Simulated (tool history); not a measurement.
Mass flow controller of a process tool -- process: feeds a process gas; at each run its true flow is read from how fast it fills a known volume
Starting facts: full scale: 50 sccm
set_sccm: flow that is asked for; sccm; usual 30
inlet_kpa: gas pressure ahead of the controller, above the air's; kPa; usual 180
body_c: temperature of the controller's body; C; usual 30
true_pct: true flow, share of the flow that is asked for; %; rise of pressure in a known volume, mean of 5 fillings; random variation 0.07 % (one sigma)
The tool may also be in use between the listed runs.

run,hour,set_sccm,inlet_kpa,body_c,true_pct
1,0.0,30,180,30,99.28
2,126.9,30,151,30,99.31
3,367.6,30,151,30,99.52
4,571.8,30,151,30,99.43
5,790.8,49,180,30,99.76
6,1002.7,30,180,24,99.92
7,1190.5,30,180,24,100.28
8,1350.3,30,180,24,100.23
9,1493.9,30,180,30,99.87
10,1678.1,30,180,30,99.93
11,1890.9,30,180,30,99.97
12,2098.0,30,180,30,100.08
13,2298.2,30,180,30,100.10
14,2514.1,30,180,30,100.18
15,2693.8,30,180,30,100.15
16,2921.5,30,180,30,100.29
17,3095.4,30,180,30,100.42
18,3372.8,16,233,29,100.59
19,3525.1,30,180,30,100.40
20,3665.6,18,180,26,100.82
21,3785.3,18,180,26,100.77
22,3915.7,6,271,32,100.48
23,4095.5,6,271,32,100.57
24,4213.2,12,271,25,101.35
25,4373.7,30,172,29,100.80
26,4658.3,9,180,25,101.11
27,4928.5,38,163,29,101.12
28,5141.3,19,163,26,101.20
29,5392.2,19,163,26,101.30
30,5542.2,19,163,26,101.38
31,5665.9,19,163,26,101.31

Some steps in true_pct between neighbouring runs. How much of each would the tool show without its hidden state too (settings, what came in, random variation), and how much is left for the hidden state, with any gauge scatter that isn't in both results?
Hidden state at play: flow at rest that the sensor doesn't see, % of full scale; true flow over the shown one, %; drift of the gauge itself on true_pct, %.
Run 2 -> 3: nothing adjusted, nothing logged. true_pct +0.21 %: hidden state +0.08, all else +0.13.
Run 17 -> 18: set_sccm 30 -> 16, inlet_kpa 180 -> 233, body_c 30 -> 29. true_pct +0.17 %: hidden state +0.09, all else +0.08.
Run 19 -> 20: set_sccm 30 -> 18, body_c 30 -> 26. true_pct +0.42 %: hidden state +0.04, all else +0.38.
Run 23 -> 24: set_sccm 6 -> 12, body_c 32 -> 25. true_pct +0.78 %: hidden state +0.04, all else +0.74.
Run 24 -> 25: set_sccm 12 -> 30, inlet_kpa 271 -> 172, body_c 25 -> 29. true_pct -0.55 %: hidden state +0.04, all else -0.59.
Run 25 -> 26: set_sccm 30 -> 9, inlet_kpa 172 -> 180, body_c 29 -> 25. true_pct +0.31 %: hidden state +0.10, all else +0.21.

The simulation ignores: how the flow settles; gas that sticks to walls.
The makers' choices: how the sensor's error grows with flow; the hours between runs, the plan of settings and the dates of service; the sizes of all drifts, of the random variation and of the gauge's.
